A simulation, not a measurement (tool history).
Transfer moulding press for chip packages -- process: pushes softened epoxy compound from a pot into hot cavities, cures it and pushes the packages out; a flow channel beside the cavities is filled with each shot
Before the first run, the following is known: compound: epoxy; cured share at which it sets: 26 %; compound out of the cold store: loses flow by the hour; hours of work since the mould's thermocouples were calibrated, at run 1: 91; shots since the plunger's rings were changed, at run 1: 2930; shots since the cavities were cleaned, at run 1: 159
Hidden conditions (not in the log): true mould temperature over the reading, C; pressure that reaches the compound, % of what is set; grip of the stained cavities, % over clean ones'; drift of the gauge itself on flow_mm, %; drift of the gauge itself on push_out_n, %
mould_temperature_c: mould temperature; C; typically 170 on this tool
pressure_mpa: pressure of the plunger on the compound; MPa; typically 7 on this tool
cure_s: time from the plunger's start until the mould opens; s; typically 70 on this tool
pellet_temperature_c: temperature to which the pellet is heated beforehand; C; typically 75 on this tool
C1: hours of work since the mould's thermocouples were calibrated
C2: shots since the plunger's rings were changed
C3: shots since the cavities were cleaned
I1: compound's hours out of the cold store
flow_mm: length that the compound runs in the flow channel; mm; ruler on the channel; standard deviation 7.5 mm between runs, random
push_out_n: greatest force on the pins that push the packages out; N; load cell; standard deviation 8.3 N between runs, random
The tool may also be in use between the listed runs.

run 1 day=0 | mould_temperature_c=170 pressure_mpa=7 cure_s=70 pellet_temperature_c=75 | C1=91 C2=2930 C3=159 | I1=10.4 | flow_mm=948 push_out_n=361
run 2 day=0.388 | mould_temperature_c=170 pressure_mpa=7 cure_s=70 pellet_temperature_c=75 | C1=98 C2=3082 C3=311 | I1=41.6 | flow_mm=821 push_out_n=360
run 3 day=0.708 | mould_temperature_c=170 pressure_mpa=7 cure_s=70 pellet_temperature_c=75 | C1=103 C2=3208 C3=437 | I1=38.5 | flow_mm=845 push_out_n=355
run 4 day=1.162 | mould_temperature_c=168 pressure_mpa=7 cure_s=70 pellet_temperature_c=75 | C1=111 C2=3387 C3=616 | I1=16.8 | flow_mm=936 push_out_n=416
run 5 day=1.512 | mould_temperature_c=168 pressure_mpa=7 cure_s=70 pellet_temperature_c=75 | C1=117 C2=3524 C3=753 | I1=27.7 | flow_mm=874 push_out_n=410
run 6 day=2.029 | mould_temperature_c=168 pressure_mpa=7 cure_s=70 pellet_temperature_c=75 | C1=126 C2=3728 C3=957 | I1=13 | flow_mm=929 push_out_n=400
-- day=2.308 cavities cleaned with cleaning compound and waxed
run 7 day=2.592 | mould_temperature_c=170 pressure_mpa=7 cure_s=70 pellet_temperature_c=75 | C1=135 C2=3924 C3=112 | I1=45.9 | flow_mm=828 push_out_n=361
run 8 day=3.033 | mould_temperature_c=170 pressure_mpa=7 cure_s=70 pellet_temperature_c=75 | C1=143 C2=4098 C3=286 | I1=17.9 | flow_mm=907 push_out_n=363
run 9 day=3.258 | mould_temperature_c=170 pressure_mpa=7 cure_s=70 pellet_temperature_c=75 | C1=147 C2=4185 C3=373 | I1=18.7 | flow_mm=903 push_out_n=379
run 10 day=3.475 | mould_temperature_c=170 pressure_mpa=7 cure_s=70 pellet_temperature_c=75 | C1=151 C2=4271 C3=459 | I1=42.3 | flow_mm=834 push_out_n=360
run 11 day=3.875 | mould_temperature_c=170 pressure_mpa=7 cure_s=70 pellet_temperature_c=75 | C1=158 C2=4429 C3=617 | I1=47.7 | flow_mm=811 push_out_n=349
run 12 day=4.271 | mould_temperature_c=170 pressure_mpa=6.42 cure_s=70 pellet_temperature_c=75 | C1=165 C2=4584 C3=772 | I1=18.6 | flow_mm=878 push_out_n=373
run 13 day=4.592 | mould_temperature_c=170 pressure_mpa=7 cure_s=70 pellet_temperature_c=75 | C1=170 C2=4709 C3=897 | I1=35.5 | flow_mm=837 push_out_n=374
run 14 day=4.854 | mould_temperature_c=170 pressure_mpa=7 cure_s=70 pellet_temperature_c=75 | C1=175 C2=4812 C3=1000 | I1=19 | flow_mm=910 push_out_n=362
-- day=5.025 cavities cleaned with cleaning compound and waxed
run 15 day=5.333 | mould_temperature_c=170 pressure_mpa=7 cure_s=70 pellet_temperature_c=75 | C1=182 C2=4977 C3=121 | I1=13.8 | flow_mm=930 push_out_n=356
run 16 day=5.725 | mould_temperature_c=170 pressure_mpa=7.09 cure_s=70 pellet_temperature_c=81 | C1=189 C2=5130 C3=274 | I1=30.6 | flow_mm=888 push_out_n=385
run 17 day=6.167 | mould_temperature_c=166 pressure_mpa=6.81 cure_s=87 pellet_temperature_c=84 | C1=197 C2=5304 C3=448 | I1=45.8 | flow_mm=817 push_out_n=342
run 18 day=6.533 | mould_temperature_c=166 pressure_mpa=6.81 cure_s=87 pellet_temperature_c=84 | C1=204 C2=5448 C3=592 | I1=45.9 | flow_mm=816 push_out_n=342
run 19 day=6.788 | mould_temperature_c=166 pressure_mpa=6.81 cure_s=87 pellet_temperature_c=84 | C1=208 C2=5548 C3=692 | I1=46.2 | flow_mm=816 push_out_n=343
-- day=7.042 plunger's sealing rings changed
run 20 day=7.267 | mould_temperature_c=166 pressure_mpa=5.63 cure_s=89 pellet_temperature_c=84 | C1=215 C2=87 C3=839 | I1=10.7 | flow_mm=862 push_out_n=347
run 21 day=7.692 | mould_temperature_c=174 pressure_mpa=6.5 cure_s=52 pellet_temperature_c=65 | C1=222 C2=254 C3=1006 | I1=10.8 | flow_mm=894 push_out_n=507
-- day=7.85 cavities cleaned with cleaning compound and waxed
run 22 day=8.275 | mould_temperature_c=170 pressure_mpa=5.83 cure_s=99 pellet_temperature_c=75 | C1=231 C2=460 C3=168 | I1=14 | flow_mm=838 push_out_n=328
run 23 day=8.788 | mould_temperature_c=170 pressure_mpa=5.83 cure_s=99 pellet_temperature_c=75 | C1=240 C2=660 C3=368 | I1=45.1 | flow_mm=746 push_out_n=322
run 24 day=9.042 | mould_temperature_c=170 pressure_mpa=5.83 cure_s=99 pellet_temperature_c=75 | C1=245 C2=761 C3=469 | I1=29.3 | flow_mm=807 push_out_n=337
run 25 day=9.346 | mould_temperature_c=172 pressure_mpa=7 cure_s=70 pellet_temperature_c=72 | C1=250 C2=881 C3=589 | I1=42 | flow_mm=836 push_out_n=341
run 26 day=9.804 | mould_temperature_c=172 pressure_mpa=7 cure_s=70 pellet_temperature_c=72 | C1=258 C2=1060 C3=768 | I1=43.5 | flow_mm=821 push_out_n=357
run 27 day=10.104 | mould_temperature_c=172 pressure_mpa=7 cure_s=70 pellet_temperature_c=72 | C1=264 C2=1178 C3=886 | I1=47.1 | flow_mm=819 push_out_n=363
-- day=10.562 cavities cleaned with cleaning compound and waxed
run 28 day=10.596 | mould_temperature_c=172 pressure_mpa=7 cure_s=70 pellet_temperature_c=72 | C1=271 C2=1347 C3=14 | I1=25.2 | flow_mm=890 push_out_n=334
run 29 day=11.108 | mould_temperature_c=172 pressure_mpa=7 cure_s=70 pellet_temperature_c=72 | C1=280 C2=1548 C3=215 | I1=43.6 | flow_mm=803 push_out_n=338

3 options for the next run, each taken on its own from the tool as it stands now. Forecast them:
run A day=11.521 | mould_temperature_c=163 pressure_mpa=7 cure_s=104 pellet_temperature_c=72 | C1=288 C2=1710 C3=377 | I1=14.8 | flow_mm=? push_out_n=?
run B day=11.521 | mould_temperature_c=172 pressure_mpa=7 cure_s=70 pellet_temperature_c=72 | C1=288 C2=1710 C3=377 | I1=40.7 | flow_mm=? push_out_n=?
run C day=11.521 | mould_temperature_c=166 pressure_mpa=6.22 cure_s=70 pellet_temperature_c=78 | C1=288 C2=1710 C3=377 | I1=25.8 | flow_mm=? push_out_n=?

run=A flow_mm=958 push_out_n=347
run=B flow_mm=839 push_out_n=347
run=C flow_mm=841 push_out_n=444
What these runs would have given with no unlogged condition in the tool:
run=A flow_mm=959 push_out_n=343
run=B flow_mm=840 push_out_n=343
run=C flow_mm=841 push_out_n=439

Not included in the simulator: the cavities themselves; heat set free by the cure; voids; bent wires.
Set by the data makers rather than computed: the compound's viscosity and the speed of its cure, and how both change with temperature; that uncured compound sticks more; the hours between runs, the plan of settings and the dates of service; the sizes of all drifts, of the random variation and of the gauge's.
